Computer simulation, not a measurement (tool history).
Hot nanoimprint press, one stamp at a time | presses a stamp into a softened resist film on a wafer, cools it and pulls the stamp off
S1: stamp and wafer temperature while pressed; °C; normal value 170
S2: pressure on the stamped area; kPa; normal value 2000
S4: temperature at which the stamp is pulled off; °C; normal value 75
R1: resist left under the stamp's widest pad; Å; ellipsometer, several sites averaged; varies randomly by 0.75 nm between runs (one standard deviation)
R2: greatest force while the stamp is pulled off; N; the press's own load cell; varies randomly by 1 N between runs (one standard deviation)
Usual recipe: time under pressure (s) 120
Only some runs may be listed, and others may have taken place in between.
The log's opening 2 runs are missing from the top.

Run 3, day 4.158: usual settings but S4 80 °C. Result: R1 926 Å, R2 110 N.
Run 4, day 5.896: usual settings but S2 2480 kPa. Result: R1 851 Å, R2 115 N.
At day 6.792: press's hydraulic seals changed and the load cell set to zero.
At day 7.542: stamp cleaned and given a new release coat.
Run 5, day 8.108: usual settings but S2 2480 kPa. Result: R1 809 Å, R2 107 N.
Run 6, day 9.588: usual settings but S2 1300 kPa. Result: R1 1093 Å, R2 109 N.
Run 7, day 12.321: usual settings but time under pressure (s) 109. Result: R1 922 Å, R2 112 N.
Run 8, day 14.154: usual settings but S2 1430 kPa. Result: R1 1016 Å, R2 112 N.
At day 16.442: stamp cleaned and given a new release coat.
Run 9, day 16.708: usual settings but S1 168 °C. Result: R1 997 Å, R2 105 N.
Run 10, day 18.596: usual settings but S1 168 °C, S4 66 °C. Result: R1 980 Å, R2 114 N.
Run 11, day 21.288: usual settings but S1 161 °C. Result: R1 1525 Å, R2 112 N.
Run 12, day 23.933: usual settings but S1 161 °C. Result: R1 1513 Å, R2 114 N.
At day 25.062: plate thermocouple calibrated.
At day 25.458: stamp cleaned and given a new release coat.
Run 13, day 27.021: usual settings but S1 161 °C. Result: R1 1594 Å, R2 106 N.
Run 14, day 28.617: usual settings but S1 161 °C. Result: R1 1570 Å, R2 110 N.
Run 15, day 30.4: usual settings but S4 69 °C. Result: R1 904 Å, R2 115 N.
Run 16, day 32.7: usual settings but S4 69 °C. Result: R1 906 Å, R2 121 N.
At day 34.262: stamp cleaned and given a new release coat.
Run 17, day 34.796: usual settings but S2 2350 kPa, time under pressure (s) 206, S4 67 °C. Result: R1 666 Å, R2 111 N.
Run 18, day 36.817: usual settings but S1 177 °C, S2 1590 kPa, time under pressure (s) 225, S4 71 °C. Result: R1 475 Å, R2 113 N.
Run 19, day 38.808: usual settings but S2 1860 kPa, time under pressure (s) 118. Result: R1 920 Å, R2 111 N.
Run 20, day 40.067: usual settings but S2 1860 kPa, time under pressure (s) 118. Result: R1 912 Å, R2 113 N.
Run 21, day 41.5: usual settings but S1 171 °C, S2 1990 kPa, time under pressure (s) 93, S4 78 °C. Result: R1 926 Å, R2 112 N.
At day 43.154: stamp cleaned and given a new release coat.
Run 22, day 43.721: usual settings but S1 171 °C, S2 1990 kPa, time under pressure (s) 93, S4 78 °C. Result: R1 920 Å, R2 105 N.
Run 23, day 45.988: usual settings but S1 172 °C, S2 1760 kPa, S4 76 °C. Result: R1 812 Å, R2 109 N.
Run 24, day 47.979: usual settings but S1 172 °C, S2 1430 kPa, S4 74 °C. Result: R1 887 Å, R2 113 N.

What does the tool deliver on the next run?
At day 50.504: press's hydraulic seals changed and the load cell set to zero.
Run 25, day 50.504: usual settings but S1 161 °C, S2 1430 kPa, time under pressure (s) 87, S4 74 °C. Result: R1 ?, R2 ?.

R1: 1801 Å
R2: 114 N
On a tool with no hidden condition, and with the same random variation, this run would have come out at R1 1921 Å, R2 107 N.
